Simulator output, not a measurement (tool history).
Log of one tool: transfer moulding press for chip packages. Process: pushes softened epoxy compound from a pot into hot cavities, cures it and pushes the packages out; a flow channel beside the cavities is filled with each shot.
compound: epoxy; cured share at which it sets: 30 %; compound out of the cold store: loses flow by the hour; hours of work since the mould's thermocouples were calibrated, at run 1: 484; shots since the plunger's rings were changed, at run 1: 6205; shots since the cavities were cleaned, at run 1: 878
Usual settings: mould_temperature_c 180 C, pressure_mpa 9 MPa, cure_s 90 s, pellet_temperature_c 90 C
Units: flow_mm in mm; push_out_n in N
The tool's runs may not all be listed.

| run | hour | mould_temperature_c | pressure_mpa | cure_s | pellet_temperature_c | hours of work since the mould's thermocouples were calibrated | shots since the plunger's rings were changed | shots since the cavities were cleaned | incoming compound's hours out of the cold store | flow_mm | push_out_n |
|---|---|---|---|---|---|---|---|---|---|---|---|
| 1 | 0 | 180 | 9 | 90 | 90 | 484 | 6205 | 878 | 20.4 | 523 | 502 |
|  | 22.4 | cavities cleaned with cleaning compound and waxed |
| 2 | 51.6 | 180 | 8.1 | 90 | 90 | 504 | 6597 | 229 | 28.4 | 474 | 487 |
| 3 | 94.1 | 180 | 9 | 90 | 90 | 522 | 6929 | 561 | 22.1 | 524 | 513 |
|  | 107.9 | plunger's sealing rings changed |
|  | 158.6 | cavities cleaned with cleaning compound and waxed |
| 4 | 165.5 | 180 | 9 | 84 | 90 | 549 | 438 | 54 | 14.1 | 538 | 606 |
| 5 | 212.6 | 186 | 9 | 90 | 90 | 569 | 807 | 423 | 46.8 | 433 | 381 |
| 6 | 258.3 | 180 | 9 | 90 | 99 | 587 | 1164 | 780 | 14.2 | 549 | 512 |
|  | 283.2 | mould's thermocouples calibrated |
|  | 294.1 | cavities cleaned with cleaning compound and waxed |
| 7 | 294.1 | 180 | 9 | 90 | 90 | 4 | 1416 | 0 | 47.6 | 442 | 479 |
| 8 | 338.1 | 180 | 9 | 90 | 90 | 22 | 1761 | 345 | 41.7 | 461 | 473 |
| 9 | 400.7 | 184 | 6.85 | 90 | 90 | 48 | 2250 | 834 | 45.5 | 386 | 418 |
|  | 428.1 | cavities cleaned with cleaning compound and waxed |
| 10 | 438.2 | 178 | 6.95 | 116 | 90 | 62 | 2532 | 79 | 21.8 | 457 | 398 |
| 11 | 508.2 | 176 | 10.16 | 116 | 91 | 91 | 3079 | 626 | 34.9 | 520 | 427 |
|  | 560.9 | cavities cleaned with cleaning compound and waxed |
| 12 | 563.2 | 177 | 8.76 | 87 | 82 | 113 | 3498 | 18 | 20.1 | 524 | 696 |
| 13 | 601.5 | 173 | 8.76 | 87 | 96 | 129 | 3797 | 317 | 12.4 | 557 | 925 |
| 14 | 666.3 | 173 | 8.76 | 87 | 96 | 155 | 4304 | 824 | 19.3 | 535 | 872 |
|  | 697 | cavities cleaned with cleaning compound and waxed |
| 15 | 697 | 186 | 9.16 | 91 | 82 | 167 | 4532 | 0 | 25.3 | 497 | 389 |
| 16 | 764.3 | 183 | 7.43 | 116 | 82 | 195 | 5059 | 527 | 24.4 | 456 | 359 |

How the hidden state differs across the entries between the runs, from the last listed run before each to the first after it:
Between runs 1 and 2: cavities cleaned with cleaning compound and waxed (hour 22.4)
  pressure that reaches the compound, % of what is set: 99.82 -> 99.81; grip of the stained cavities, % over clean ones': 1.2 -> 0.5
Between runs 3 and 4: plunger's sealing rings changed (hour 107.9); cavities cleaned with cleaning compound and waxed (hour 158.6)
  pressure that reaches the compound, % of what is set: 99.8 -> 99.99; grip of the stained cavities, % over clean ones': 1 -> 0.1
Between runs 6 and 7: mould's thermocouples calibrated (hour 283.2); cavities cleaned with cleaning compound and waxed (hour 294.1)
  true mould temperature over the reading, C: -0.01 -> 0; pressure that reaches the compound, % of what is set: 99.97 -> 99.96; grip of the stained cavities, % over clean ones': 1.1 -> 0
Between runs 9 and 10: cavities cleaned with cleaning compound and waxed (hour 428.1)
  pressure that reaches the compound, % of what is set: 99.94 -> 99.93; grip of the stained cavities, % over clean ones': 1.2 -> 0.2
Between runs 11 and 12: cavities cleaned with cleaning compound and waxed (hour 560.9)
  pressure that reaches the compound, % of what is set: 99.91 -> 99.9; grip of the stained cavities, % over clean ones': 1 -> 0.1
Between runs 14 and 15: cavities cleaned with cleaning compound and waxed (hour 697)
  grip of the stained cavities, % over clean ones': 1.1 -> 0
